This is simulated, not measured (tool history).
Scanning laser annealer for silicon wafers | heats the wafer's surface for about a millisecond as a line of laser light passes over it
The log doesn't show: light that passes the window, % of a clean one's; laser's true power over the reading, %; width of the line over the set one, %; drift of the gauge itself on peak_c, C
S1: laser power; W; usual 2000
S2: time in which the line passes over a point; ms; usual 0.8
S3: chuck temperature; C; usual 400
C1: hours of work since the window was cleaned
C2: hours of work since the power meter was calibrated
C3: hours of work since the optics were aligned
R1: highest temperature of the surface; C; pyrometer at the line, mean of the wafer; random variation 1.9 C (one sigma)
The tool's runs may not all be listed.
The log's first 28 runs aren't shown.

run,hour,S1,S2,S3,C1,C2,C3,R1
29,725.8,1837,0.916,369,429,773,199,1138
30,743.4,1837,0.916,369,437,781,207,1142
31,759.6,2145,0.8,365,445,788,214,1220
32,776.5,1889,0.672,419,453,796,222,1090
33,806.4,1832,0.69,398,466,810,236,1056
34,841.3,1778,0.584,409,483,826,252,987
35,876.7,1778,0.584,409,499,842,268,986
36,903.9,2000,0.799,377,511,855,281,1164
37,939.1,1813,0.799,377,528,871,297,1083
38,959,2131,0.975,377,537,880,306,1326
39,990.3,2089,0.85,398,551,895,321,1260

Forecast each of these 3 alternatives for the next run:
A,1027,2170,0.73,392,568,912,338,?
B,1027,1790,0.841,377,568,912,338,?
C,1027,2157,0.636,394,568,912,338,?

run,R1
A,1215
B,1088
C,1149
Without the tool's hidden state the same runs would have given:
run,R1
A,1216
B,1089
C,1150
